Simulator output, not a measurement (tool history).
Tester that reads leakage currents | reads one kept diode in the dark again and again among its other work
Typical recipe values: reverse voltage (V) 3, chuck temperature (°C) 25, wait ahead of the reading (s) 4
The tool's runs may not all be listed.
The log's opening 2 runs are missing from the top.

run,hour,reverse voltage (V),chuck temperature (°C),wait ahead of the reading (s),current that the tester gives (pA)
3,131.9,3,25,4,139.25
4,209.7,19.81,25,4,284.07
5,286.9,19.81,25,4,283.1
6,366,19.81,25,4,282.36
7,410.7,19.81,25,4,280.67
8,485.4,3,25,0.34,139.38
9,563.2,3,50,0.34,1166.7
10,620.5,3,50,0.34,1157.08
11,713.3,3,50,0.34,1156.55
# hour 722: probe card cleaned and baked
12,806.9,3,50,0.34,1149.74
13,862.2,3,50,0.34,1144.73
14,960.8,3,50,0.34,1138.35
15,1043.7,3,27,4,159.78
16,1130.3,3,27,2.57,159.28
17,1173.5,2.04,60,1.65,2101.39
# hour 1204.6: chuck's temperature calibrated
18,1258.6,2.04,60,1.65,2366.65
# hour 1271.6: probe card cleaned and baked, once more
19,1354.2,2.04,60,1.65,2364.73
20,1409.3,3.63,21,5.27,110.53
21,1450.7,2.31,54,0.42,1565.96
22,1524.7,8.45,29,0.42,322.13
23,1614.6,1.55,25,0.64,117.11
24,1685.2,18.74,20,1.07,188.23

Run 25 has not been measured yet. What should we expect?
25,1742.4,2.09,27,8.36,?

current that the tester gives (pA): 154.63
Minus the tool's unlogged condition, the same run would have read current that the tester gives (pA) 157.69.
